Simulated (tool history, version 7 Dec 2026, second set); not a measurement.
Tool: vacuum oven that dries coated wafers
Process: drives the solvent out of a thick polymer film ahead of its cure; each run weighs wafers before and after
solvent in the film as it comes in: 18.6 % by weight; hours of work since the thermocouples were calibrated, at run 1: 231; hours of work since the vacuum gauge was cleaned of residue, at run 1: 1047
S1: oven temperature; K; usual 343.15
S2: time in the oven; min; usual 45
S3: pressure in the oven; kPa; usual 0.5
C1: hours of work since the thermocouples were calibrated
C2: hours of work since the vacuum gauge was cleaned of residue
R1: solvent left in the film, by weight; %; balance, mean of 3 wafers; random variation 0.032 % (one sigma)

run	hour	S1	S2	S3	C1	C2	R1
1	0	343.15	45	0.5	231	1047	1.26
2	19.2	343.15	45	0.5	245	1060	1.19
3	42.2	343.15	45	0.5	261	1077	1.24
4	58.9	343.15	45	0.5	273	1089	1.21
5	88	343.15	45	0.5	294	1109	1.2
6	109.1	343.15	45	0.5	309	1124	1.26
7	125.2	332.15	45	0.423	321	1136	3.05
8	152.9	332.15	45	0.423	340	1156	3.03
9	177.8	328.15	24	1.636	358	1174	8.49
10	202.4	329.15	43	0.426	376	1191	4.06
11	220.7	343.15	45	0.313	389	1204	1.09

5 ways to go on from here, each from the tool as it stands after run 11. What would each give?
A	242.8	336.15	62	1.435	405	1220	?
B	242.8	343.15	57	0.5	405	1220	?
C	242.8	342.15	52	0.558	405	1220	?
D	242.8	343.15	33	1.359	405	1220	?
E	242.8	354.15	64	1.132	405	1220	?

run	R1
A	2.46
B	0.92
C	1.23
D	2.74
E	0.73
Without the tool's hidden state the same runs would have given:
run	R1
A	2.04
B	0.64
C	0.93
D	2.37
E	0.56
